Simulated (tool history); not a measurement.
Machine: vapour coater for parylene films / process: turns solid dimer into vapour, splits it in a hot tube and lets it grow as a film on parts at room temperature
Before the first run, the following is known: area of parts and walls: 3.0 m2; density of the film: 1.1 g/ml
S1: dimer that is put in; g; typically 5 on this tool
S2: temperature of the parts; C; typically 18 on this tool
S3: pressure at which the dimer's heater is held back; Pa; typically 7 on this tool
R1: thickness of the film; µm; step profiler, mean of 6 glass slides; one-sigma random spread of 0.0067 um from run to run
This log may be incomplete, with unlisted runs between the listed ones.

run 1 hour=0 | S1=5 S2=18 S3=7 | R1=0.745
run 2 hour=24 | S1=5 S2=18 S3=7 | R1=0.752
run 3 hour=48.9 | S1=5 S2=18 S3=2.78 | R1=0.919
run 4 hour=70.4 | S1=5 S2=18 S3=2.78 | R1=0.918
run 5 hour=97.8 | S1=5 S2=18 S3=2.78 | R1=0.915
run 6 hour=116.1 | S1=5 S2=18 S3=2.78 | R1=0.913
run 7 hour=143.9 | S1=5 S2=18 S3=10.77 | R1=0.678
run 8 hour=170.1 | S1=5 S2=18 S3=10.77 | R1=0.672
run 9 hour=190.8 | S1=5 S2=18 S3=10.77 | R1=0.664
run 10 hour=206.8 | S1=5 S2=18 S3=10.77 | R1=0.674
run 11 hour=219.5 | S1=5 S2=14 S3=7 | R1=0.776
run 12 hour=237.6 | S1=5 S2=14 S3=7 | R1=0.77
run 13 hour=259.9 | S1=5 S2=14 S3=7 | R1=0.777
run 14 hour=286 | S1=5 S2=14 S3=7 | R1=0.779
run 15 hour=312.9 | S1=5 S2=14 S3=7 | R1=0.783
run 16 hour=327 | S1=5 S2=18 S3=2.88 | R1=0.875
run 17 hour=346.1 | S1=5 S2=18 S3=2.88 | R1=0.872
run 18 hour=364.9 | S1=5 S2=18 S3=2.88 | R1=0.854
run 19 hour=390.2 | S1=5 S2=13 S3=7.52 | R1=0.856
run 20 hour=410.1 | S1=5 S2=18 S3=9.26 | R1=0.752
run 21 hour=433.2 | S1=4 S2=16 S3=9.25 | R1=0.619
run 22 hour=444.8 | S1=3 S2=24 S3=4.63 | R1=0.468
run 23 hour=469.7 | S1=3 S2=24 S3=4.63 | R1=0.467
run 24 hour=488.3 | S1=8 S2=11 S3=2.9 | R1=1.725
run 25 hour=515.5 | S1=8 S2=11 S3=2.9 | R1=1.72
run 26 hour=533 | S1=2 S2=30 S3=2.9 | R1=0.308
run 27 hour=560.9 | S1=2 S2=30 S3=2.9 | R1=0.295
run 28 hour=577.3 | S1=5 S2=24 S3=2.79 | R1=0.847
run 29 hour=604.9 | S1=5 S2=11 S3=8.87 | R1=0.837

Not shown here: 3 entries made in the log between runs. Locate each between two listed runs and compare the hidden state at the listed run before it with the hidden state at the listed run after it:
Runs 8 to 9: table's thermometer calibrated (hour 173.4)
  vapour lost through the trap's worn valve, %: 8.6 -> 8.9; true temperature of the parts over the reading, C: -0.1 -> -0.17
  what was measured, less what the result would be without the hidden state, R1: -0.062 -> -0.063 µm
Runs 13 to 14: table's thermometer calibrated, once more (hour 266)
  vapour lost through the trap's worn valve, %: 9.7 -> 10; true temperature of the parts over the reading, C: -0.19 -> 0.01
  what was measured, less what the result would be without the hidden state, R1: -0.081 -> -0.086 µm
Runs 18 to 19: trap's valve overhauled (hour 371.1)
  vapour lost through the trap's worn valve, %: 11 -> 0.7; true temperature of the parts over the reading, C: 0 -> -0.01
  what was measured, less what the result would be without the hidden state, R1: -0.107 -> -0.007 µm
